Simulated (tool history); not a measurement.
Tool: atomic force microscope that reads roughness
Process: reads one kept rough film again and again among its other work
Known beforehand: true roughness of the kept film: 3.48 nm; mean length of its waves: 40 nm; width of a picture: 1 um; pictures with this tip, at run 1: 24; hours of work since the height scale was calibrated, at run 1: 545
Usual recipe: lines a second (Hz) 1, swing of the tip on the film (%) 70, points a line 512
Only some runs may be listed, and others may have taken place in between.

run,hour,lines a second (Hz),swing of the tip on the film (%),points a line,pictures with this tip,hours of work since the height scale was calibrated,roughness of the kept film (nm (root mean square))
1,0,1,70,512,24,545,2.805
# hour 24.7: new tip fitted
2,38.9,1,70,512,26,570,2.769
# hour 61.2: new tip fitted
3,70.1,1,70,512,16,590,2.886
# hour 98: new tip fitted
4,102.1,1,70,512,8,610,2.999
# hour 134.1: new tip fitted
5,134.9,1,70,512,2,631,3.067
6,166.4,1,70,512,59,652,2.466
# hour 173: new tip fitted
7,199,1,70,512,47,672,2.557
# hour 210.1: new tip fitted
8,226.2,1,70,512,30,690,2.719
# hour 246.1: new tip fitted
9,246.1,1,70,512,0,702,3.106
# hour 283.1: new tip fitted
10,287.3,1,70,512,8,729,2.991
11,312.3,1,85,512,53,745,2.416
# hour 321.4: new tip fitted
12,348.1,1,85,512,49,768,2.479
# hour 358.4: new tip fitted
13,377.1,1,85,512,34,786,2.642
# hour 395.9: new tip fitted
14,395.9,1,70,512,0,798,3.081
15,414,1,75,512,33,810,2.67
# hour 434.7: new tip fitted
16,444.3,1,70,512,18,829,2.835
# hour 471.3: new tip fitted
17,483.9,1,74,512,23,855,2.809
# hour 508.2: new tip fitted
18,516.7,1,74,512,15,876,2.863
19,534.2,1,74,512,47,887,2.549
# hour 545.8: new tip fitted
20,569,1,70,512,42,909,2.563
# hour 581.8: new tip fitted
21,590.9,1,70,459,16,923,2.905
# hour 619.6: new tip fitted
22,629.8,1,70,459,18,948,2.836
23,654.6,2.38,70,459,64,964,2.353
# hour 658.8: new tip fitted
24,674.1,2.38,70,459,27,976,2.694
# hour 696.8: new tip fitted
25,709.2,2.38,70,459,23,999,2.726
# hour 734.1: new tip fitted
26,746.6,3.74,67,596,23,1023,2.656
# hour 771.3: new tip fitted
27,787.9,1.64,88,731,31,1049,2.526
# hour 808.3: new tip fitted
28,828.8,0.84,88,731,37,1075,2.55
# hour 844.4: new tip fitted
29,858.7,0.84,88,731,26,1094,2.651
# hour 882.9: new tip fitted
30,891.5,0.84,76,838,16,1115,2.851
# hour 919.1: new tip fitted
31,930.9,1,70,370,21,1141,2.83
32,950.5,1,70,468,57,1153,2.421
# hour 956.7: new tip fitted
33,991.1,3.25,87,321,62,1179,2.074
# hour 993.2: new tip fitted
# hour 1029.7: new tip fitted
34,1029.8,3.25,87,321,0,1204,2.684
35,1049.9,3.25,87,321,37,1217,2.31
# hour 1065.6: new tip fitted
36,1081.5,0.87,58,512,29,1237,2.738
37,1100.6,0.87,58,512,64,1250,2.397
# hour 1104: new tip fitted
38,1124,0.87,58,512,37,1264,2.684
# hour 1140.6: new tip fitted
39,1141.9,0.99,64,436,2,1276,3.035
40,1168.5,1.76,64,272,51,1293,2.483
# hour 1177.3: new tip fitted
41,1206.9,0.59,70,512,54,1317,2.431
# hour 1215.7: new tip fitted
42,1227.4,1.1,86,330,22,1330,2.678
# hour 1251.7: new tip fitted
43,1268.5,1.1,86,330,31,1357,2.6
44,1286.1,2.16,56,288,63,1368,2.387
# hour 1288.4: new tip fitted
45,1312.2,2.16,56,288,43,1385,2.546
# hour 1326.5: new tip fitted
46,1352.7,0.78,79,347,48,1411,2.505
# hour 1362.3: new tip fitted
47,1390.7,0.78,79,347,52,1435,2.394
# hour 1400.6: new tip fitted
48,1408.3,0.78,79,347,14,1446,2.825
# hour 1412.7: height scale calibrated on a step standard
# hour 1439.4: new tip fitted
49,1450,1.8,87,267,19,24,2.725

Below are 5 alternative next runs, each starting from the tool's condition after run 49. Predict each:
A,1469.7,1,89,512,55,37,?
B,1469.7,2.03,86,267,55,37,?
C,1469.7,1,70,361,55,37,?
D,1469.7,1.73,87,267,55,37,?
E,1469.7,1.8,73,267,55,37,?

run,roughness of the kept film (nm (root mean square))
A,2.468
B,2.357
C,2.52
D,2.388
E,2.449
Without the tool's hidden state the same runs would have given:
run,roughness of the kept film (nm (root mean square))
A,3.049
B,2.912
C,3.114
D,2.951
E,3.027
